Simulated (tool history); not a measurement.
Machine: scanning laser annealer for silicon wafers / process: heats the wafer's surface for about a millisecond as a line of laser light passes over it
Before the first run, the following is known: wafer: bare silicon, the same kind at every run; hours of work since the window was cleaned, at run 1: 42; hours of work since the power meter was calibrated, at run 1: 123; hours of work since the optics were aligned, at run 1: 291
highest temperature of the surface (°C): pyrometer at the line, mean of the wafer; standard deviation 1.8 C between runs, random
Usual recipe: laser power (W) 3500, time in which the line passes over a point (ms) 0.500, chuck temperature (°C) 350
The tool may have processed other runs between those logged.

| run | hour | laser power (W) | time in which the line passes over a point (ms) | chuck temperature (°C) | hours of work since the window was cleaned | hours of work since the power meter was calibrated | hours of work since the optics were aligned | highest temperature of the surface (°C) |
|---|---|---|---|---|---|---|---|---|
| 1 | 0.0 | 3500 | 0.500 | 350 | 42 | 123 | 291 | 1051 |
| 2 | 9.5 | 3384 | 0.500 | 350 | 47 | 128 | 296 | 1033 |
| 3 | 18.5 | 3384 | 0.500 | 350 | 51 | 133 | 300 | 1031 |
| 4 | 35.7 | 3384 | 0.500 | 350 | 60 | 142 | 309 | 1027 |
| 5 | 48.9 | 3384 | 0.500 | 350 | 67 | 149 | 316 | 1031 |
| 6 | 66.7 | 3384 | 0.500 | 350 | 77 | 158 | 326 | 1026 |
| 7 | 80.1 | 3153 | 0.500 | 350 | 84 | 165 | 333 | 985 |
| 8 | 90.0 | 3500 | 0.500 | 346 | 89 | 170 | 338 | 1044 |
| 9 | 102.9 | 3565 | 0.365 | 350 | 96 | 177 | 345 | 955 |
| 10 | 116.8 | 3259 | 0.500 | 327 | 103 | 184 | 352 | 978 |
| 11 | 126.0 | 2980 | 0.500 | 343 | 108 | 189 | 357 | 943 |
| 12 | 141.8 | 2980 | 0.500 | 343 | 116 | 198 | 365 | 938 |
| 13 | 153.2 | 2980 | 0.500 | 322 | 122 | 204 | 371 | 920 |
| 14 | 164.1 | 2980 | 0.500 | 322 | 128 | 209 | 377 | 917 |

5 ways to go on from here, each from the tool as it stands after run 14. What would each give?
| A | 174.3 | 3297 | 0.500 | 378 | 133 | 215 | 382 | ? |
| B | 174.3 | 3042 | 0.391 | 317 | 133 | 215 | 382 | ? |
| C | 174.3 | 2980 | 0.452 | 384 | 133 | 215 | 382 | ? |
| D | 174.3 | 3500 | 0.491 | 346 | 133 | 215 | 382 | ? |
| E | 174.3 | 3534 | 0.590 | 350 | 133 | 215 | 382 | ? |

| run | highest temperature of the surface (°C) |
|---|---|
| A | 1031 |
| B | 854 |
| C | 948 |
| D | 1031 |
| E | 1111 |
With the hidden condition removed and each run's random variation left untouched, the same runs would have given:
| run | highest temperature of the surface (°C) |
|---|---|
| A | 1045 |
| B | 866 |
| C | 960 |
| D | 1046 |
| E | 1128 |
